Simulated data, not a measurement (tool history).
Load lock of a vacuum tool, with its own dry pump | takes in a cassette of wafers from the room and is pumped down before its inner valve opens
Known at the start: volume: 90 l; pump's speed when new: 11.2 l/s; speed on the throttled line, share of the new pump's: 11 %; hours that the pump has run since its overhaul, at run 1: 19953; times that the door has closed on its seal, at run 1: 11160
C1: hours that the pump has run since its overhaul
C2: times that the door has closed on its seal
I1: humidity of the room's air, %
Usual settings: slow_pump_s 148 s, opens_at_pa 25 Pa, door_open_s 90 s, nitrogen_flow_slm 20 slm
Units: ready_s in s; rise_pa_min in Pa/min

run 1 hour=0.0 | slow_pump_s=148 opens_at_pa=25 door_open_s=90 nitrogen_flow_slm=20 | C1=19953 C2=11160 | I1=47.6 | ready_s=208.7 rise_pa_min=0.123
run 2 hour=366.1 | slow_pump_s=148 opens_at_pa=29 door_open_s=90 nitrogen_flow_slm=20 | C1=20319 C2=11563 | I1=43.1 | ready_s=206.1 rise_pa_min=0.120
run 3 hour=957.1 | slow_pump_s=95 opens_at_pa=29 door_open_s=90 nitrogen_flow_slm=20 | C1=20910 C2=12214 | I1=44.2 | ready_s=161.4 rise_pa_min=0.130
run 4 hour=1613.4 | slow_pump_s=95 opens_at_pa=29 door_open_s=90 nitrogen_flow_slm=20 | C1=21566 C2=12936 | I1=44.3 | ready_s=161.5 rise_pa_min=0.146
run 5 hour=2200.2 | slow_pump_s=148 opens_at_pa=22 door_open_s=90 nitrogen_flow_slm=20 | C1=22153 C2=13582 | I1=46.7 | ready_s=209.9 rise_pa_min=0.157
run 6 hour=2607.3 | slow_pump_s=148 opens_at_pa=22 door_open_s=90 nitrogen_flow_slm=20 | C1=22560 C2=14030 | I1=50.7 | ready_s=209.4 rise_pa_min=0.169
run 7 hour=3268.0 | slow_pump_s=148 opens_at_pa=22 door_open_s=90 nitrogen_flow_slm=20 | C1=23221 C2=14757 | I1=47.2 | ready_s=210.9 rise_pa_min=0.173
run 8 hour=3748.6 | slow_pump_s=148 opens_at_pa=22 door_open_s=90 nitrogen_flow_slm=20 | C1=23701 C2=15286 | I1=47.3 | ready_s=210.6 rise_pa_min=0.177
run 9 hour=4397.6 | slow_pump_s=148 opens_at_pa=22 door_open_s=90 nitrogen_flow_slm=20 | C1=24350 C2=16000 | I1=47.3 | ready_s=211.0 rise_pa_min=0.193
-- hour=4615.1 dry pump taken out, an overhauled one fitted
run 10 hour=5036.7 | slow_pump_s=148 opens_at_pa=22 door_open_s=223 nitrogen_flow_slm=20 | C1=422 C2=16697 | I1=48.2 | ready_s=199.3 rise_pa_min=0.228
run 11 hour=5565.2 | slow_pump_s=148 opens_at_pa=25 door_open_s=90 nitrogen_flow_slm=20 | C1=950 C2=17279 | I1=46.1 | ready_s=198.6 rise_pa_min=0.216
run 12 hour=6118.1 | slow_pump_s=148 opens_at_pa=25 door_open_s=90 nitrogen_flow_slm=20 | C1=1503 C2=17887 | I1=46.9 | ready_s=198.3 rise_pa_min=0.228
run 13 hour=6617.3 | slow_pump_s=148 opens_at_pa=25 door_open_s=90 nitrogen_flow_slm=20 | C1=2002 C2=18437 | I1=45.6 | ready_s=199.6 rise_pa_min=0.232
run 14 hour=7242.8 | slow_pump_s=148 opens_at_pa=25 door_open_s=39 nitrogen_flow_slm=20 | C1=2628 C2=19125 | I1=44.8 | ready_s=199.9 rise_pa_min=0.237
run 15 hour=7722.7 | slow_pump_s=148 opens_at_pa=25 door_open_s=39 nitrogen_flow_slm=20 | C1=3108 C2=19654 | I1=42.0 | ready_s=199.0 rise_pa_min=0.245
run 16 hour=8331.6 | slow_pump_s=104 opens_at_pa=39 door_open_s=39 nitrogen_flow_slm=20 | C1=3716 C2=20324 | I1=45.0 | ready_s=157.0 rise_pa_min=0.261
run 17 hour=8601.3 | slow_pump_s=150 opens_at_pa=30 door_open_s=44 nitrogen_flow_slm=43 | C1=3986 C2=20621 | I1=41.8 | ready_s=200.4 rise_pa_min=0.257
run 18 hour=8879.5 | slow_pump_s=157 opens_at_pa=34 door_open_s=27 nitrogen_flow_slm=19 | C1=4264 C2=20927 | I1=44.1 | ready_s=204.8 rise_pa_min=0.268
run 19 hour=9434.6 | slow_pump_s=157 opens_at_pa=34 door_open_s=27 nitrogen_flow_slm=19 | C1=4819 C2=21538 | I1=45.3 | ready_s=205.4 rise_pa_min=0.278
run 20 hour=9769.4 | slow_pump_s=75 opens_at_pa=36 door_open_s=222 nitrogen_flow_slm=23 | C1=5154 C2=21906 | I1=46.0 | ready_s=132.7 rise_pa_min=0.312
run 21 hour=10222.5 | slow_pump_s=203 opens_at_pa=25 door_open_s=64 nitrogen_flow_slm=20 | C1=5607 C2=22405 | I1=41.6 | ready_s=248.5 rise_pa_min=0.296
run 22 hour=10786.6 | slow_pump_s=102 opens_at_pa=25 door_open_s=181 nitrogen_flow_slm=20 | C1=6171 C2=23026 | I1=43.3 | ready_s=160.0 rise_pa_min=0.339
run 23 hour=11362.7 | slow_pump_s=102 opens_at_pa=25 door_open_s=181 nitrogen_flow_slm=20 | C1=6748 C2=23660 | I1=41.7 | ready_s=159.9 rise_pa_min=0.348
run 24 hour=11924.8 | slow_pump_s=102 opens_at_pa=25 door_open_s=181 nitrogen_flow_slm=20 | C1=7310 C2=24279 | I1=44.0 | ready_s=161.1 rise_pa_min=0.362
run 25 hour=12414.0 | slow_pump_s=83 opens_at_pa=32 door_open_s=90 nitrogen_flow_slm=11 | C1=7799 C2=24817 | I1=49.7 | ready_s=142.1 rise_pa_min=0.372
run 26 hour=12785.1 | slow_pump_s=148 opens_at_pa=23 door_open_s=90 nitrogen_flow_slm=28 | C1=8170 C2=25226 | I1=45.7 | ready_s=201.6 rise_pa_min=0.360
run 27 hour=13060.8 | slow_pump_s=161 opens_at_pa=23 door_open_s=44 nitrogen_flow_slm=42 | C1=8446 C2=25529 | I1=44.3 | ready_s=213.3 rise_pa_min=0.364
-- hour=13495.7 door's seal changed, seat wiped
run 28 hour=13703.0 | slow_pump_s=86 opens_at_pa=31 door_open_s=44 nitrogen_flow_slm=9 | C1=9086 C2=228 | I1=44.8 | ready_s=145.5 rise_pa_min=0.016
run 29 hour=14252.9 | slow_pump_s=219 opens_at_pa=25 door_open_s=60 nitrogen_flow_slm=20 | C1=9636 C2=833 | I1=48.3 | ready_s=264.0 rise_pa_min=0.022
run 30 hour=14814.1 | slow_pump_s=175 opens_at_pa=24 door_open_s=60 nitrogen_flow_slm=20 | C1=10197 C2=1451 | I1=44.3 | ready_s=226.7 rise_pa_min=0.020

5 ways to go on from here, each from the tool as it stands after run 30. What would each give?
run A hour=15331.4 | slow_pump_s=200 opens_at_pa=24 door_open_s=60 nitrogen_flow_slm=20 | C1=10715 C2=2021 | I1=44.7 | ready_s=? rise_pa_min=?
run B hour=15331.4 | slow_pump_s=78 opens_at_pa=24 door_open_s=107 nitrogen_flow_slm=39 | C1=10715 C2=2021 | I1=44.9 | ready_s=? rise_pa_min=?
run C hour=15331.4 | slow_pump_s=259 opens_at_pa=37 door_open_s=90 nitrogen_flow_slm=20 | C1=10715 C2=2021 | I1=45.4 | ready_s=? rise_pa_min=?
run D hour=15331.4 | slow_pump_s=239 opens_at_pa=21 door_open_s=71 nitrogen_flow_slm=20 | C1=10715 C2=2021 | I1=47.2 | ready_s=? rise_pa_min=?
run E hour=15331.4 | slow_pump_s=159 opens_at_pa=25 door_open_s=90 nitrogen_flow_slm=25 | C1=10715 C2=2021 | I1=46.5 | ready_s=? rise_pa_min=?

run=A ready_s=249.3 rise_pa_min=0.018
run=B ready_s=141.4 rise_pa_min=0.027
run=C ready_s=296.6 rise_pa_min=0.033
run=D ready_s=283.6 rise_pa_min=0.031
run=E ready_s=211.1 rise_pa_min=0.026
Without the tool's hidden state the same runs would have given:
run=A ready_s=245.4 rise_pa_min=0.009
run=B ready_s=136.2 rise_pa_min=0.018
run=C ready_s=293.5 rise_pa_min=0.024
run=D ready_s=279.9 rise_pa_min=0.021
run=E ready_s=206.8 rise_pa_min=0.016
